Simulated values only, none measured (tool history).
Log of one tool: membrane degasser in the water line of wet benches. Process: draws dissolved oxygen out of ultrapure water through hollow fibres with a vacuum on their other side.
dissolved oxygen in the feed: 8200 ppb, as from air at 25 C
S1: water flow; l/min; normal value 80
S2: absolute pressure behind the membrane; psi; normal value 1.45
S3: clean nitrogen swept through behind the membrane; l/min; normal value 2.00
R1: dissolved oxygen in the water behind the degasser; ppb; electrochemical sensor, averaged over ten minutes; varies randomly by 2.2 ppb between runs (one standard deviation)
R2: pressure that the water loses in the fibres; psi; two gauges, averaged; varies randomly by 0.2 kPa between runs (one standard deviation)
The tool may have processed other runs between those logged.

run,hour,S1,S2,S3,R1,R2
1,0.0,80,1.45,2.00,561.8,6.195
2,25.9,80,1.45,2.01,555.0,6.202
3,48.7,80,1.45,2.00,554.2,6.209
4,101.1,80,1.45,2.00,559.6,6.216
5,128.4,80,1.45,2.00,558.6,6.215
6,167.4,80,1.45,2.00,555.4,6.197
7,194.3,80,1.45,2.00,553.0,6.242
8,245.1,80,1.45,2.00,556.6,6.232
# hour 266.6: vacuum gauge calibrated
9,274.3,80,1.45,2.00,555.4,6.190
10,321.6,80,1.45,2.00,560.5,6.244
11,376.4,80,1.45,2.00,555.0,6.271
12,428.9,80,1.45,2.00,560.2,6.313
13,451.6,87,1.45,2.00,604.1,6.847
14,477.2,87,1.45,2.00,611.9,6.798
15,524.9,87,1.45,2.00,608.1,6.818
16,563.3,87,1.45,2.00,613.4,6.875
17,610.7,52,0.88,2.00,163.9,4.102
18,638.4,80,2.90,1.64,1395.3,6.319
19,667.2,61,1.45,3.07,302.1,4.854
20,718.8,61,1.45,3.07,301.5,4.847
# hour 732.3: gauge calibrated
21,742.6,80,1.45,2.46,481.1,6.218
22,770.6,80,1.45,4.21,323.6,6.161
23,808.7,67,3.10,2.93,849.5,5.176
24,837.6,80,1.83,2.00,744.6,6.253

Run 25 has not been measured yet. What should we expect?
25,871.3,106,1.17,2.00,?,?

R1: 593.2 ppb
R2: 8.224 psi
Were there no unlogged condition in the tool, this run, its random variation unchanged, would have produced R1 593.1 ppb, R2 8.183 psi.
